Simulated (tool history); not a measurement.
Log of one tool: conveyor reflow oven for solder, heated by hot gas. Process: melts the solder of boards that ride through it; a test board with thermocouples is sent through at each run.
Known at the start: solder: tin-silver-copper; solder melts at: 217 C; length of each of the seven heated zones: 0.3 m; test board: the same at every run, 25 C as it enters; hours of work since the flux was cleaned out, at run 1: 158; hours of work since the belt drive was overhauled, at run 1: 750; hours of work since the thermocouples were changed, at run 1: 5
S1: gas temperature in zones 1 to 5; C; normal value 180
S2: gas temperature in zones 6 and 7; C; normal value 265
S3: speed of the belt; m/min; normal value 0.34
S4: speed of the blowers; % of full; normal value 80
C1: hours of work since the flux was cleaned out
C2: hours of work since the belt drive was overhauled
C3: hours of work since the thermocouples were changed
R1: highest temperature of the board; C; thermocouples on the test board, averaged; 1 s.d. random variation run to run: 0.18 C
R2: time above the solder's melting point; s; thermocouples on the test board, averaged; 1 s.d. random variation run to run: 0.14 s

| run | hour | S1 | S2 | S3 | S4 | C1 | C2 | C3 | R1 | R2 |
|---|---|---|---|---|---|---|---|---|---|---|
| 1 | 0 | 180 | 265 | 0.34 | 80 | 158 | 750 | 5 | 256.2 | 88.2 |
| 2 | 28.8 | 180 | 265 | 0.34 | 80 | 176 | 768 | 22 | 256.4 | 88.1 |
| 3 | 52.2 | 180 | 265 | 0.34 | 80 | 191 | 783 | 37 | 255.9 | 88 |
| 4 | 86.7 | 180 | 265 | 0.323 | 80 | 212 | 804 | 59 | 256.8 | 93.9 |
| 5 | 116.7 | 180 | 265 | 0.323 | 53 | 231 | 823 | 77 | 253.2 | 89.2 |
| 6 | 136.9 | 180 | 265 | 0.323 | 53 | 243 | 836 | 90 | 253.4 | 89 |
| 7 | 163.7 | 180 | 265 | 0.323 | 53 | 260 | 852 | 106 | 253.1 | 89.1 |
| 8 | 196.9 | 180 | 265 | 0.34 | 80 | 281 | 873 | 127 | 256.1 | 87.8 |
| 9 | 220.9 | 180 | 270 | 0.34 | 80 | 296 | 888 | 142 | 260.9 | 91.4 |
| 10 | 241.8 | 180 | 265 | 0.332 | 80 | 309 | 901 | 155 | 256.5 | 90.9 |
| 11 | 278.3 | 180 | 265 | 0.332 | 80 | 331 | 924 | 178 | 256.8 | 90.9 |
|  | 291.1 | flux residue cleaned out of gas plates and filters |
| 12 | 309.7 | 180 | 265 | 0.332 | 80 | 12 | 940 | 194 | 256.6 | 90.9 |
| 13 | 333.9 | 180 | 265 | 0.34 | 80 | 27 | 955 | 209 | 256.3 | 88.2 |
| 14 | 368.2 | 180 | 265 | 0.34 | 80 | 48 | 976 | 231 | 255.9 | 88.1 |
| 15 | 386.8 | 180 | 265 | 0.34 | 80 | 60 | 988 | 242 | 256.2 | 88.1 |
| 16 | 404.9 | 170 | 265 | 0.34 | 80 | 71 | 999 | 253 | 255.1 | 82.5 |
| 17 | 433.1 | 180 | 262 | 0.315 | 80 | 88 | 1017 | 271 | 254.8 | 94.9 |
| 18 | 454.2 | 194 | 262 | 0.369 | 69 | 101 | 1030 | 284 | 252.2 | 84.8 |
| 19 | 483.6 | 187 | 265 | 0.403 | 62 | 120 | 1048 | 302 | 250.1 | 70.3 |
| 20 | 522.6 | 187 | 265 | 0.403 | 79 | 144 | 1073 | 327 | 253 | 74 |
| 21 | 545.4 | 187 | 265 | 0.403 | 79 | 158 | 1087 | 341 | 252.8 | 74.1 |
| 22 | 564.7 | 172 | 265 | 0.34 | 80 | 170 | 1099 | 353 | 255.3 | 83.5 |
| 23 | 585.4 | 186 | 265 | 0.309 | 86 | 183 | 1112 | 366 | 258.7 | 103.5 |
| 24 | 625.1 | 186 | 280 | 0.376 | 86 | 208 | 1136 | 390 | 269.3 | 89.7 |
| 25 | 651 | 186 | 278 | 0.376 | 62 | 224 | 1152 | 406 | 263.4 | 85.9 |
|  | 658.4 | belt drive overhauled, speed set with a stopwatch |
| 26 | 682.9 | 194 | 278 | 0.357 | 62 | 241 | 15 | 424 | 266.4 | 96.5 |
| 27 | 713 | 176 | 271 | 0.3 | 58 | 260 | 34 | 443 | 261.4 | 101.5 |
| 28 | 745.4 | 179 | 269 | 0.34 | 52 | 280 | 54 | 463 | 255.3 | 85 |
| 29 | 772 | 194 | 269 | 0.344 | 52 | 297 | 71 | 479 | 257.2 | 94.7 |

Below are 5 alternative next runs, each starting from the tool's condition after run 29. Predict each:
| A | 790.1 | 187 | 258 | 0.344 | 89 | 308 | 82 | 491 | ? | ? |
| B | 790.1 | 194 | 275 | 0.344 | 52 | 308 | 82 | 491 | ? | ? |
| C | 790.1 | 180 | 263 | 0.3 | 80 | 308 | 82 | 491 | ? | ? |
| D | 790.1 | 187 | 269 | 0.344 | 74 | 308 | 82 | 491 | ? | ? |
| E | 790.1 | 176 | 265 | 0.379 | 89 | 308 | 82 | 491 | ? | ? |

| run | R1 | R2 |
|---|---|---|
| A | 251.2 | 87.5 |
| B | 262.4 | 97.6 |
| C | 256.7 | 101.5 |
| D | 259.6 | 92.6 |
| E | 254.5 | 75.1 |
The same runs, with their run-to-run variation unchanged, on a tool lacking any hidden condition would have given:
| run | R1 | R2 |
|---|---|---|
| A | 251.3 | 87.6 |
| B | 262.5 | 97.7 |
| C | 256.7 | 101.5 |
| D | 259.7 | 92.6 |
| E | 254.5 | 75.2 |
